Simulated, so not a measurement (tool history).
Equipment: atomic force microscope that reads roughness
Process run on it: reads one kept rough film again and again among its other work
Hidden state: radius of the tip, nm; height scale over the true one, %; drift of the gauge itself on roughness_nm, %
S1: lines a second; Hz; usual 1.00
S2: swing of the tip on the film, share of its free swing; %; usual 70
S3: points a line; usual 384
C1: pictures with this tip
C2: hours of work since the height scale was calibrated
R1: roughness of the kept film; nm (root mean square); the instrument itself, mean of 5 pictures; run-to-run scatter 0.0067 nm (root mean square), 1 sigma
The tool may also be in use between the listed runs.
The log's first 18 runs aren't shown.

run	day	S1	S2	S3	C1	C2	R1
# day 11.708: new tip fitted
19	12.212	0.97	66	605	16	761	1.289
20	12.629	0.97	66	605	30	768	1.243
21	13.175	1.78	70	331	49	776	1.136
22	13.658	0.57	70	384	65	784	1.159
23	14.300	1.34	64	468	86	794	1.111
24	15.121	2.53	64	661	114	807	1.014
25	15.517	1.00	56	384	127	813	1.023
26	16.183	3.17	89	802	149	824	0.763
# day 16.362: new tip fitted
27	16.817	1.05	63	344	16	834	1.263
28	17.221	0.58	60	384	29	840	1.271
29	17.821	0.58	60	384	49	850	1.207
30	18.312	0.58	60	384	66	857	1.177
31	18.896	1.00	72	345	85	867	1.073

3 ways to go on from here, each from the tool as it stands after run 31. What would each give?
A	19.738	2.00	70	719	113	880	?
B	19.738	1.00	70	308	113	880	?
C	19.738	1.00	82	500	113	880	?

run	R1
A	1.006
B	1.033
C	0.999
With no hidden state in the tool, these same runs would have given:
run	R1
A	1.310
B	1.343
C	1.301
